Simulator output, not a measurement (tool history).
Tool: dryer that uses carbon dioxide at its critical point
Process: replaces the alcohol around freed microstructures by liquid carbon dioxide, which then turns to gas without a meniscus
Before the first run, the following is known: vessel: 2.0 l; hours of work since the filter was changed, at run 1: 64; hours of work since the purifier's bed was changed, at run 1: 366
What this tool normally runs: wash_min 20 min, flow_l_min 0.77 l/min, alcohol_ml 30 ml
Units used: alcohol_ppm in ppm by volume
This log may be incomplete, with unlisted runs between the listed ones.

run,day,wash_min,flow_l_min,alcohol_ml,hours of work since the filter was changed,hours of work since the purifier's bed was changed,alcohol_ppm
1,0,20,0.77,30,64,366,296
2,1.088,20,0.77,30,77,380,307
3,1.796,20,0.77,30,86,388,306
4,2.921,20,0.77,34,99,402,332
5,3.65,20,0.77,34,108,411,325
6,4.471,20,0.77,34,118,420,332
7,5.112,20,0.77,34,126,428,325
8,5.671,20,0.77,34,132,435,341
9,6.188,20,0.77,34,139,441,348
10,6.712,20,0.77,34,145,448,365
11,7.225,20,0.861,29,151,454,298
12,7.738,19,1.193,71,157,460,284
13,8.308,13,0.77,44,164,467,1005
14,9.167,25,0.77,21,174,477,296
15,10.058,15,0.838,32,185,488,507
16,11.071,27,0.838,27,197,500,313
17,11.762,27,0.838,27,206,508,312
# day 12.342: purifier's bed changed
18,12.35,27,0.838,27,211,0,18
19,13.425,27,0.579,27,224,13,87

Consider 3 possible next runs. They are alternatives, not a sequence: every one starts from the tool as it was left by run 19. What does each give?
A,14.104,18,0.749,26,233,21,?
B,14.104,23,0.579,27,233,21,?
C,14.104,20,0.761,84,233,21,?

run,alcohol_ppm
A,164
B,180
C,287
What these runs would have given with no unlogged condition in the tool:
run,alcohol_ppm
A,108
B,119
C,186
